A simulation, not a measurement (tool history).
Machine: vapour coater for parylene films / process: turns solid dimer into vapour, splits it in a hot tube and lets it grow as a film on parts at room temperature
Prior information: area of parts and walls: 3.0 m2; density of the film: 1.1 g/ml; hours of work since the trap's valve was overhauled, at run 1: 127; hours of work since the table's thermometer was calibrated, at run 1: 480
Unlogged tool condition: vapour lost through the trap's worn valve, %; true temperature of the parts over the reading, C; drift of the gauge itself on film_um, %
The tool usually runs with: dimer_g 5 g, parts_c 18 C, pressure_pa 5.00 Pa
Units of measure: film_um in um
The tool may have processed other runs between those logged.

run	hour	dimer_g	parts_c	pressure_pa	hours of work since the trap's valve was overhauled	hours of work since the table's thermometer was calibrated	film_um
1	0.0	5	18	5.00	127	480	0.836
2	15.4	5	18	5.00	139	492	0.839
3	30.1	5	18	5.00	150	503	0.833
4	52.3	5	18	2.23	167	520	0.943
5	70.6	5	18	3.67	181	534	0.872
6	87.9	5	18	3.67	194	547	0.871
7	110.8	4	18	5.00	212	564	0.663
8	122.9	5	18	5.00	221	573	0.832
9	148.5	3	18	5.00	240	593	0.490
10	161.8	3	18	5.00	250	603	0.492
11	178.0	5	18	5.00	263	615	0.822
12	199.1	5	13	5.00	278	631	0.967
13	224.1	5	13	5.00	297	650	0.965
14	245.4	5	13	5.00	314	666	0.957
15	267.9	5	13	5.00	331	683	0.961
16	291.8	5	13	5.00	349	701	0.951
17	315.9	5	13	5.00	367	720	0.954
18	335.1	5	13	5.00	382	734	0.952
19	351.3	3	18	5.00	394	747	0.485
20	375.8	2	18	5.00	413	765	0.328
21	399.9	5	18	5.00	431	783	0.813
22	413.9	5	18	9.16	441	794	0.741
23	433.1	5	18	9.16	456	809	0.737
24	449.6	2	18	5.00	469	821	0.324
25	474.1	2	18	5.00	487	840	0.326
26	492.3	6	18	5.00	501	853	0.961
27	505.1	6	18	5.00	511	863	0.961
# hour 523.0: trap's valve overhauled
28	529.7	7	18	5.00	5	879	1.199
29	540.3	5	14	5.00	13	887	0.972
30	564.5	5	25	5.00	31	905	0.679
31	576.2	9	11	5.33	40	914	1.894
32	598.6	9	11	5.33	57	931	1.905
33	609.8	5	12	9.03	66	940	0.941
34	631.3	2	17	9.03	82	956	0.318
35	653.1	5	18	5.33	99	972	0.837
36	678.5	8	11	5.00	118	992	1.685
37	700.9	8	17	5.00	135	1009	1.384
38	723.3	8	17	5.00	152	1026	1.386
39	737.7	3	18	5.00	163	1037	0.502
40	759.4	6	17	5.00	179	1053	1.039
41	770.1	7	18	3.51	187	1061	1.238
42	784.1	6	20	2.21	198	1072	1.067
43	809.3	6	20	2.21	217	1091	1.062
44	833.2	5	19	10.31	235	1109	0.718
45	846.1	7	18	11.54	245	1119	1.022
46	858.9	7	18	11.54	255	1129	1.020
47	882.4	3	19	2.88	273	1146	0.520

Selected run-to-run steps in film_um, each split into two signed amounts: the part the tool would show with no hidden state at all (from settings, incoming material and random variation), and the remainder, which goes to the hidden state together with any gauge scatter not common to the measured and the hidden-state-free results:
Run 20 -> 21: dimer_g 2 -> 5. film_um +0.485 um: hidden state -0.022, all else +0.507.
Run 25 -> 26: dimer_g 2 -> 6. film_um +0.635 um: hidden state -0.035, all else +0.670.
Run 27 -> 28: dimer_g 6 -> 7, trap's valve overhauled. film_um +0.238 um: hidden state +0.069, all else +0.169.
Run 30 -> 31: dimer_g 5 -> 9, parts_c 25 -> 11, pressure_pa 5.00 -> 5.33. film_um +1.215 um: hidden state +0.009, all else +1.206.
Run 32 -> 33: dimer_g 9 -> 5, parts_c 11 -> 12, pressure_pa 5.33 -> 9.03. film_um -0.964 um: hidden state -0.006, all else -0.958.
Run 38 -> 39: dimer_g 8 -> 3, parts_c 17 -> 18. film_um -0.884 um: hidden state +0.003, all else -0.887.

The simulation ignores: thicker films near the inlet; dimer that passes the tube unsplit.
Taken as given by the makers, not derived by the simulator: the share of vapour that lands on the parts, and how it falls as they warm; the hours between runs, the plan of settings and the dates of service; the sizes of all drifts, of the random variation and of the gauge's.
